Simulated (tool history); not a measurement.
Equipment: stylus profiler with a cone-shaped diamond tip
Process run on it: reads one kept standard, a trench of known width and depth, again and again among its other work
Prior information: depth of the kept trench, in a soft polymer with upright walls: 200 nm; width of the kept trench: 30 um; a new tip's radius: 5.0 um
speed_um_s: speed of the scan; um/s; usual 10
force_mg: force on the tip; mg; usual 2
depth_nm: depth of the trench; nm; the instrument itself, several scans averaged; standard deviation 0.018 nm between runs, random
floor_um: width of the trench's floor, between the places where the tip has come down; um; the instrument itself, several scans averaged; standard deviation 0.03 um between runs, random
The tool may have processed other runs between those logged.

{"run": 1, "hour": 0.0, "speed_um_s": 10, "force_mg": 2, "depth_nm": 201.19, "floor_um": 25.92}
{"run": 2, "hour": 43.7, "speed_um_s": 10, "force_mg": 2, "depth_nm": 201.2, "floor_um": 25.9}
{"run": 3, "hour": 82.5, "speed_um_s": 10, "force_mg": 4.43, "depth_nm": 201.91, "floor_um": 25.81}
{"run": 4, "hour": 109.5, "speed_um_s": 11, "force_mg": 2, "depth_nm": 201.19, "floor_um": 25.83}
{"run": 5, "hour": 150.0, "speed_um_s": 11, "force_mg": 2, "depth_nm": 201.22, "floor_um": 25.83}
{"hour": 161.4, "done": "height scale calibrated on a step standard"}
{"run": 6, "hour": 199.9, "speed_um_s": 11, "force_mg": 2, "depth_nm": 200.85, "floor_um": 25.78}
{"run": 7, "hour": 228.6, "speed_um_s": 16, "force_mg": 2, "depth_nm": 200.84, "floor_um": 25.77}
{"run": 8, "hour": 272.2, "speed_um_s": 10, "force_mg": 5.29, "depth_nm": 201.74, "floor_um": 25.77}
{"run": 9, "hour": 315.6, "speed_um_s": 8, "force_mg": 5.29, "depth_nm": 201.74, "floor_um": 25.8}
{"run": 10, "hour": 351.2, "speed_um_s": 8, "force_mg": 5.29, "depth_nm": 201.72, "floor_um": 25.75}
{"run": 11, "hour": 385.6, "speed_um_s": 10, "force_mg": 2.94, "depth_nm": 201.15, "floor_um": 25.72}
{"run": 12, "hour": 416.2, "speed_um_s": 10, "force_mg": 2.94, "depth_nm": 201.15, "floor_um": 25.72}
{"run": 13, "hour": 447.4, "speed_um_s": 10, "force_mg": 2.79, "depth_nm": 201.14, "floor_um": 25.71}
{"run": 14, "hour": 470.4, "speed_um_s": 10, "force_mg": 2.79, "depth_nm": 201.11, "floor_um": 25.65}
{"run": 15, "hour": 503.3, "speed_um_s": 10, "force_mg": 2.79, "depth_nm": 201.14, "floor_um": 25.63}
{"run": 16, "hour": 543.2, "speed_um_s": 15, "force_mg": 2, "depth_nm": 200.9, "floor_um": 25.57}
{"run": 17, "hour": 580.6, "speed_um_s": 15, "force_mg": 2, "depth_nm": 200.89, "floor_um": 25.58}
{"run": 18, "hour": 630.3, "speed_um_s": 15, "force_mg": 2, "depth_nm": 200.89, "floor_um": 25.53}
{"run": 19, "hour": 656.9, "speed_um_s": 15, "force_mg": 2, "depth_nm": 200.94, "floor_um": 25.54}
{"run": 20, "hour": 708.9, "speed_um_s": 15, "force_mg": 2, "depth_nm": 200.92, "floor_um": 25.52}
{"run": 21, "hour": 749.3, "speed_um_s": 10, "force_mg": 1.79, "depth_nm": 200.85, "floor_um": 25.51}
{"run": 22, "hour": 780.3, "speed_um_s": 10, "force_mg": 1.79, "depth_nm": 200.85, "floor_um": 25.52}
{"run": 23, "hour": 813.3, "speed_um_s": 10, "force_mg": 1.79, "depth_nm": 200.86, "floor_um": 25.45}
{"run": 24, "hour": 855.8, "speed_um_s": 10, "force_mg": 1.79, "depth_nm": 200.84, "floor_um": 25.43}
{"run": 25, "hour": 905.6, "speed_um_s": 4, "force_mg": 1.3, "depth_nm": 200.7, "floor_um": 25.43}
{"run": 26, "hour": 943.2, "speed_um_s": 4, "force_mg": 1.3, "depth_nm": 200.7, "floor_um": 25.44}
{"run": 27, "hour": 978.0, "speed_um_s": 10, "force_mg": 1.3, "depth_nm": 200.71, "floor_um": 25.42}
{"run": 28, "hour": 1013.9, "speed_um_s": 10, "force_mg": 5.01, "depth_nm": 201.77, "floor_um": 25.41}
{"run": 29, "hour": 1065.1, "speed_um_s": 10, "force_mg": 5.01, "depth_nm": 201.71, "floor_um": 25.34}
{"run": 30, "hour": 1090.8, "speed_um_s": 36, "force_mg": 3.77, "depth_nm": 201.44, "floor_um": 25.27}
{"run": 31, "hour": 1118.0, "speed_um_s": 13, "force_mg": 4.73, "depth_nm": 201.73, "floor_um": 25.33}
{"run": 32, "hour": 1151.5, "speed_um_s": 2, "force_mg": 2.47, "depth_nm": 201.14, "floor_um": 25.34}
{"run": 33, "hour": 1205.8, "speed_um_s": 9, "force_mg": 0.87, "depth_nm": 200.58, "floor_um": 25.2}
{"run": 34, "hour": 1236.4, "speed_um_s": 5, "force_mg": 0.97, "depth_nm": 200.6, "floor_um": 25.26}
{"run": 35, "hour": 1265.5, "speed_um_s": 7, "force_mg": 1.79, "depth_nm": 200.9, "floor_um": 25.24}
{"run": 36, "hour": 1321.2, "speed_um_s": 7, "force_mg": 1.79, "depth_nm": 200.9, "floor_um": 25.26}
{"run": 37, "hour": 1370.5, "speed_um_s": 22, "force_mg": 2.38, "depth_nm": 201.11, "floor_um": 25.15}
{"run": 38, "hour": 1403.1, "speed_um_s": 10, "force_mg": 2, "depth_nm": 201, "floor_um": 25.17}
{"run": 39, "hour": 1433.1, "speed_um_s": 2, "force_mg": 2.18, "depth_nm": 201.05, "floor_um": 25.17}
{"run": 40, "hour": 1484.8, "speed_um_s": 2, "force_mg": 2.18, "depth_nm": 201.04, "floor_um": 25.18}
{"run": 41, "hour": 1511.9, "speed_um_s": 4, "force_mg": 2.6, "depth_nm": 201.17, "floor_um": 25.14}
{"run": 42, "hour": 1560.8, "speed_um_s": 4, "force_mg": 2.6, "depth_nm": 201.17, "floor_um": 25.09}
{"run": 43, "hour": 1607.8, "speed_um_s": 7, "force_mg": 0.99, "depth_nm": 200.66, "floor_um": 25.06}
{"run": 44, "hour": 1642.9, "speed_um_s": 7, "force_mg": 0.99, "depth_nm": 200.65, "floor_um": 25.08}
{"run": 45, "hour": 1686.4, "speed_um_s": 19, "force_mg": 0.99, "depth_nm": 200.66, "floor_um": 25.03}
{"run": 46, "hour": 1724.6, "speed_um_s": 31, "force_mg": 1.81, "depth_nm": 200.98, "floor_um": 24.97}

A few steps of depth_nm between consecutive runs. Split each: what settings, incoming material and random variation would produce without the hidden state, and what is left over for the hidden state, along with gauge scatter present in only one of the two compared results (measured, and without hidden state):
Hidden conditions of the tool in this case: radius of the tip, um; height scale over the true one, %; drift of the gauge itself on depth_nm, %; drift of the gauge itself on floor_um, %.
Run 1 -> 2: no setting touched and nothing written in the log between the runs. depth_nm +0.01 nm: hidden state +0.01, all else +0.
Run 3 -> 4: speed_um_s 10 -> 11, force_mg 4.43 -> 2. depth_nm -0.72 nm: hidden state +0, all else -0.72.
Run 4 -> 5: no setting touched and nothing written in the log between the runs. depth_nm +0.03 nm: hidden state +0.01, all else +0.02.
Run 5 -> 6: height scale calibrated on a step standard. depth_nm -0.37 nm: hidden state -0.37, all else +0.
Run 7 -> 8: speed_um_s 16 -> 10, force_mg 2 -> 5.29. depth_nm +0.9 nm: hidden state +0.01, all else +0.89.
Run 27 -> 28: force_mg 1.3 -> 5.01. depth_nm +1.06 nm: hidden state +0, all else +1.06.
